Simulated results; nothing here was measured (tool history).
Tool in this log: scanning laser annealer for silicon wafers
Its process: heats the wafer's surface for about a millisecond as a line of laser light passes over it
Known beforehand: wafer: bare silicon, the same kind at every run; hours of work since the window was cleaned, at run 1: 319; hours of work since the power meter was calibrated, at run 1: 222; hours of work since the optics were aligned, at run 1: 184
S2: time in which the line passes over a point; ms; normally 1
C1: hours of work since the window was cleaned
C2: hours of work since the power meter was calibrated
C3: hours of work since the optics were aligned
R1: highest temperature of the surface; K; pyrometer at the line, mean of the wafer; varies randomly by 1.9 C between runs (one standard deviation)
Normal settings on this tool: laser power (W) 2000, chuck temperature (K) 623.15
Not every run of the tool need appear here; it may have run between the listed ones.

run 1 day=0 | laser_power_(W)=2000 S2=1 chuck_temperature_(K)=623.15 | C1=319 C2=222 C3=184 | R1=1385.15
run 2 day=1.358 | laser_power_(W)=2000 S2=1 chuck_temperature_(K)=623.15 | C1=342 C2=244 C3=207 | R1=1385.15
run 3 day=2.008 | laser_power_(W)=2000 S2=0.99 chuck_temperature_(K)=623.15 | C1=353 C2=255 C3=218 | R1=1381.15
run 4 day=2.692 | laser_power_(W)=2000 S2=0.99 chuck_temperature_(K)=623.15 | C1=364 C2=267 C3=229 | R1=1380.15
run 5 day=3.408 | laser_power_(W)=2000 S2=0.99 chuck_temperature_(K)=623.15 | C1=376 C2=279 C3=241 | R1=1373.15
run 6 day=4.212 | laser_power_(W)=2000 S2=0.99 chuck_temperature_(K)=623.15 | C1=390 C2=292 C3=255 | R1=1376.15
run 7 day=5.562 | laser_power_(W)=2000 S2=0.7 chuck_temperature_(K)=623.15 | C1=412 C2=315 C3=278 | R1=1247.15
run 8 day=7.05 | laser_power_(W)=2000 S2=0.7 chuck_temperature_(K)=623.15 | C1=437 C2=340 C3=303 | R1=1245.15
run 9 day=8.342 | laser_power_(W)=2166 S2=1.25 chuck_temperature_(K)=648.15 | C1=459 C2=361 C3=324 | R1=1561.15
run 10 day=8.967 | laser_power_(W)=1705 S2=0.92 chuck_temperature_(K)=622.15 | C1=469 C2=372 C3=335 | R1=1241.15
run 11 day=10.146 | laser_power_(W)=1705 S2=0.92 chuck_temperature_(K)=622.15 | C1=489 C2=392 C3=354 | R1=1239.15
run 12 day=10.954 | laser_power_(W)=2114 S2=0.84 chuck_temperature_(K)=623.15 | C1=503 C2=405 C3=368 | R1=1342.15
run 13 day=11.838 | laser_power_(W)=2114 S2=0.84 chuck_temperature_(K)=623.15 | C1=518 C2=420 C3=383 | R1=1343.15
run 14 day=12.967 | laser_power_(W)=2114 S2=0.84 chuck_temperature_(K)=623.15 | C1=536 C2=439 C3=402 | R1=1344.15
run 15 day=14.054 | laser_power_(W)=1959 S2=1.13 chuck_temperature_(K)=624.15 | C1=555 C2=457 C3=420 | R1=1409.15

5 ways to go on from here, each from the tool as it stands after run 15. What would each give?
run A day=15.342 | laser_power_(W)=1959 S2=0.8 chuck_temperature_(K)=638.15 | C1=576 C2=479 C3=442 | R1=?
run B day=15.342 | laser_power_(W)=1748 S2=1 chuck_temperature_(K)=601.15 | C1=576 C2=479 C3=442 | R1=?
run C day=15.342 | laser_power_(W)=1899 S2=1.13 chuck_temperature_(K)=624.15 | C1=576 C2=479 C3=442 | R1=?
run D day=15.342 | laser_power_(W)=2018 S2=1.13 chuck_temperature_(K)=624.15 | C1=576 C2=479 C3=442 | R1=?
run E day=15.342 | laser_power_(W)=1780 S2=0.74 chuck_temperature_(K)=624.15 | C1=576 C2=479 C3=442 | R1=?

run=A R1=1289.15
run=B R1=1260.15
run=C R1=1385.15
run=D R1=1429.15
run=E R1=1193.15
Had the tool no hidden state, the same runs would have come out as:
run=A R1=1315.15
run=B R1=1286.15
run=C R1=1415.15
run=D R1=1461.15
run=E R1=1216.15
